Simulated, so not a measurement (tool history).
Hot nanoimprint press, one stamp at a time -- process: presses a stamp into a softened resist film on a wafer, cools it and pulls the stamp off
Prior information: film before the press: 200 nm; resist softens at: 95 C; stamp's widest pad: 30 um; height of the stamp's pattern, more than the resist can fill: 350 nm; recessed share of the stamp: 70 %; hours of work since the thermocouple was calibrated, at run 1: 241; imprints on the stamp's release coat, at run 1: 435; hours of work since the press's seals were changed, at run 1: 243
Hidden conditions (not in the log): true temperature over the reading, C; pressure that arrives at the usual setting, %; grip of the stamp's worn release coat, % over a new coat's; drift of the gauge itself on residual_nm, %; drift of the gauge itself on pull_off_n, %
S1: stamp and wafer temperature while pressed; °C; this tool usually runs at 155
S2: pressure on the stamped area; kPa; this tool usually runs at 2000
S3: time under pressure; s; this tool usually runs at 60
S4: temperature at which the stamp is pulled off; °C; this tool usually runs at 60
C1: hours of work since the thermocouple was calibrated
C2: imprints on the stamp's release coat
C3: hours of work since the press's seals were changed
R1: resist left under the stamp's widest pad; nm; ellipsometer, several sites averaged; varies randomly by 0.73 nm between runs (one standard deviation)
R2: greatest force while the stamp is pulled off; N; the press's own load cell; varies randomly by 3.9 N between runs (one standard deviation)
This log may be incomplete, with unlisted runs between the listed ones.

run	day	S1	S2	S3	S4	C1	C2	C3	R1	R2
1	0.000	155	2000	60	60	241	435	243	112.3	211
2	0.658	155	2000	60	60	247	466	250	110.9	216
3	1.562	155	2000	60	60	256	509	259	112.6	223
4	2.729	155	2000	60	60	267	564	270	113.3	229
5	3.754	155	2000	60	60	277	612	280	112.5	223
6	4.938	161	2000	60	60	289	668	292	88.9	222
7	5.592	155	2000	75	60	295	699	298	105.6	237
8	7.004	155	2000	75	60	309	765	312	104.7	235
9	7.821	155	2990	60	60	317	804	320	93.3	233
10	8.683	155	2990	60	60	326	845	328	92.0	248
11	9.417	155	2990	60	60	333	879	336	93.3	242
12	10.421	155	2990	60	60	343	926	345	93.8	238
# day 10.679: plate thermocouple calibrated
13	11.433	155	2000	60	60	7	968	354	119.1	269
# day 12.212: stamp cleaned and given a new release coat
14	12.350	155	2000	60	60	14	7	361	118.5	194
15	13.388	155	2000	35	60	24	56	371	135.8	197
16	14.438	147	2180	65	61	34	105	381	147.9	198
17	15.183	155	1840	36	67	42	140	388	140.6	192
# day 16.046: plate thermocouple calibrated, once more
18	16.550	155	1840	94	50	5	199	400	99.7	222
19	17.338	166	1610	42	57	13	236	408	90.1	211
20	18.571	150	1270	60	60	25	294	420	155.3	206
21	19.346	150	1270	60	60	32	330	428	155.9	208
22	19.967	155	2390	60	54	38	360	434	101.5	230
23	20.821	155	1470	60	60	47	400	442	125.1	216
24	21.725	154	2070	97	51	56	443	451	96.7	241
25	22.617	155	2000	60	67	64	485	460	110.4	206
26	23.246	162	1770	60	60	71	514	466	88.9	215
27	24.533	162	1770	60	60	83	575	479	88.8	225
28	25.146	162	1770	60	60	89	604	485	88.7	233
29	25.958	162	1510	60	49	97	642	493	95.9	262
30	26.925	159	2690	71	54	107	688	502	76.9	248

Branching from run 30: 4 alternative next runs. What would each branch give?
A	28.096	161	2000	60	66	118	743	514	?	?
B	28.096	159	2690	100	55	118	743	514	?	?
C	28.096	155	2000	60	49	118	743	514	?	?
D	28.096	151	2000	60	60	118	743	514	?	?

run	R1	R2
A	86.1	215
B	67.7	251
C	110.7	258
D	128.8	242
Had the tool no hidden state, the same runs would have come out as:
run	R1	R2
A	83.0	171
B	64.7	201
C	107.0	206
D	124.9	194
